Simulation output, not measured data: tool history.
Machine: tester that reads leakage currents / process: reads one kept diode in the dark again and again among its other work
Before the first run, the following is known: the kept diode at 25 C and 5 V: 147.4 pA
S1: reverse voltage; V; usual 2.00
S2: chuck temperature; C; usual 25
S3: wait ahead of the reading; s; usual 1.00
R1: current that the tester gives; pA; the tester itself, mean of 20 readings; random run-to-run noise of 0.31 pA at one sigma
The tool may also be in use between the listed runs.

Run 1, hour 0.0: usual settings. Result: R1 102.60 pA.
Run 2, hour 17.7: usual settings. Result: R1 102.02 pA.
Run 3, hour 58.4: usual settings but S3 1.81 s. Result: R1 101.58 pA.
Run 4, hour 91.5: usual settings but S3 1.81 s. Result: R1 101.48 pA.
Run 5, hour 132.6: usual settings but S3 1.81 s. Result: R1 102.66 pA.
Run 6, hour 159.4: usual settings but S3 1.81 s. Result: R1 102.74 pA.
Run 7, hour 183.8: usual settings but S3 1.81 s. Result: R1 102.81 pA.
Run 8, hour 215.9: usual settings but S3 1.81 s. Result: R1 102.26 pA.
Run 9, hour 252.5: usual settings but S3 1.81 s. Result: R1 102.30 pA.
Run 10, hour 289.3: usual settings. Result: R1 102.15 pA.
Run 11, hour 322.5: usual settings but S3 6.17 s. Result: R1 102.20 pA.
Run 12, hour 346.7: usual settings but S1 12.32 V, S2 36 C, S3 6.17 s. Result: R1 524.30 pA.
Run 13, hour 378.5: usual settings but S1 12.32 V, S2 51 C, S3 6.17 s. Result: R1 1627.07 pA.
Run 14, hour 412.2: usual settings but S1 12.32 V, S2 51 C, S3 6.17 s. Result: R1 1620.03 pA.
Run 15, hour 432.9: usual settings but S1 1.91 V, S3 4.15 s. Result: R1 100.82 pA.
Run 16, hour 451.2: usual settings but S1 1.91 V, S3 4.15 s. Result: R1 100.47 pA.
Run 17, hour 477.6: usual settings but S1 1.91 V, S3 4.15 s. Result: R1 100.20 pA.
Run 18, hour 508.1: usual settings but S1 5.00 V, S2 55 C, S3 1.95 s. Result: R1 1501.77 pA.
Run 19, hour 527.1: usual settings but S1 5.00 V, S2 55 C, S3 1.95 s. Result: R1 1504.02 pA.
Run 20, hour 549.3: usual settings but S1 5.00 V, S2 55 C, S3 1.95 s. Result: R1 1505.67 pA.
Run 21, hour 573.3: usual settings but S1 4.57 V, S2 54 C. Result: R1 1352.34 pA.
Run 22, hour 599.5: usual settings but S1 8.69 V, S3 0.79 s. Result: R1 188.04 pA.

Predict each of these 5 candidate next runs independently; none follows another, all start after run 22:
Run A, hour 634.4: usual settings but S2 26 C, S3 0.61 s. Result: R1 ?.
Run B, hour 634.4: usual settings but S1 2.42 V, S2 55 C, S3 2.61 s. Result: R1 ?.
Run C, hour 634.4: usual settings but S1 6.87 V, S3 0.48 s. Result: R1 ?.
Run D, hour 634.4: usual settings but S1 5.12 V, S2 28 C, S3 0.43 s. Result: R1 ?.
Run E, hour 634.4: usual settings but S1 7.65 V, S3 0.79 s. Result: R1 ?.

run       R1
  A   112.37
  B  1123.30
  C   171.83
  D   194.76
  E   178.03
Stripped of hidden state, with their random variation kept, the same runs would have yielded:
run       R1
  A   112.30
  B  1122.83
  C   171.71
  D   194.65
  E   177.91
